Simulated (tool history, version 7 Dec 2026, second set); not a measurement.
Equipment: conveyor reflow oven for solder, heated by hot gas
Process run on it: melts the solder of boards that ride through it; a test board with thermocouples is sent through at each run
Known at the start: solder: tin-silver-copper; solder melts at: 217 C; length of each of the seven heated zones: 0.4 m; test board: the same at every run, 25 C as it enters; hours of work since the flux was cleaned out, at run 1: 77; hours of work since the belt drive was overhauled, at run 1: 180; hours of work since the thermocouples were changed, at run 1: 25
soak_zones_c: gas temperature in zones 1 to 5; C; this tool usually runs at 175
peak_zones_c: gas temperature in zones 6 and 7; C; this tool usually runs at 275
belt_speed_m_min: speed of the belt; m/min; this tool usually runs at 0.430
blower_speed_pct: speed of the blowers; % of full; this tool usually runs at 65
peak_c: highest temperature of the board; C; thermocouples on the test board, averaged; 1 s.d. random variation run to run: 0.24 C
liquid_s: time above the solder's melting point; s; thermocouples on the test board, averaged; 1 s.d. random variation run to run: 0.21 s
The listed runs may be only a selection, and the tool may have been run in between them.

run     day  soak_zones_c  peak_zones_c  belt_speed_m_min  blower_speed_pct  hours of work since the flux was cleaned out  hours of work since the belt drive was overhauled  hours of work since the thermocouples were changed  peak_c  liquid_s
  1   0.000           175           275             0.430                65                                            77                                                180                                                  25   261.9      94.2
  2   3.762           175           275             0.430                65                                           135                                                238                                                  83   261.7      93.8
  3   7.371           175           275             0.430                65                                           191                                                294                                                 139   262.0      94.2
      8.662  -- flux residue cleaned out of gas plates and filters
  4  11.412           175           275             0.430                65                                            43                                                354                                                 199   261.8      94.1
  5  13.667           175           275             0.430                65                                            78                                                389                                                 234   262.5      94.2
  6  16.596           175           275             0.430                65                                           123                                                434                                                 279   261.8      94.1
  7  20.142           175           275             0.430                65                                           178                                                489                                                 334   262.5      94.0
     22.212  -- flux residue cleaned out of gas plates and filters
  8  24.583           175           275             0.430                72                                            37                                                555                                                 400   263.1      95.1
  9  26.917           175           275             0.430                65                                            73                                                591                                                 436   262.0      94.1
 10  30.442           175           275             0.430                65                                           128                                                646                                                 491   262.2      94.0
     32.388  -- thermocouples of zones 6 and 7 changed
 11  32.725           175           275             0.430                65                                           162                                                680                                                   5   262.0      93.8
 12  35.608           178           275             0.374                65                                           207                                                725                                                  50   266.1     113.8
     36.196  -- flux residue cleaned out of gas plates and filters
 13  38.667           164           275             0.492                65                                            38                                                769                                                  94   256.2      71.8
 14  41.875           164           275             0.492                65                                            88                                                819                                                 144   256.2      71.7
 15  46.088           163           275             0.430                66                                           153                                                884                                                 209   260.9      87.6
 16  47.938           163           275             0.430                66                                           182                                                913                                                 238   260.9      87.4
     49.812  -- flux residue cleaned out of gas plates and filters
 17  51.321           163           275             0.430                66                                            23                                                962                                                 287   260.8      87.6
 18  53.092           182           275             0.395                66                                            51                                                989                                                 315   265.9     109.5

What if the next run were any one of these 5? Each begins from the tool's condition after run 18:
     54.621  -- belt drive overhauled, speed set with a stopwatch
  A  56.500           175           275             0.430                57                                           101                                                 29                                                 365       ?         ?
     54.621  -- belt drive overhauled, speed set with a stopwatch
  B  56.500           161           264             0.364                66                                           101                                                 29                                                 365       ?         ?
     54.621  -- belt drive overhauled, speed set with a stopwatch
  C  56.500           182           273             0.433                65                                           101                                                 29                                                 365       ?         ?
     54.621  -- belt drive overhauled, speed set with a stopwatch
  D  56.500           189           267             0.430                75                                           101                                                 29                                                 365       ?         ?
     54.621  -- belt drive overhauled, speed set with a stopwatch
  E  56.500           168           275             0.471                80                                           101                                                 29                                                 365       ?         ?

run  peak_c  liquid_s
  A   261.0      92.5
  B   255.1      99.1
  C   261.1      96.5
  D   257.9      99.4
  E   260.6      81.8
Without the tool's hidden state the same runs would have given:
run  peak_c  liquid_s
  A   261.0      92.5
  B   255.1      99.1
  C   261.0      96.5
  D   257.9      99.3
  E   260.6      81.9
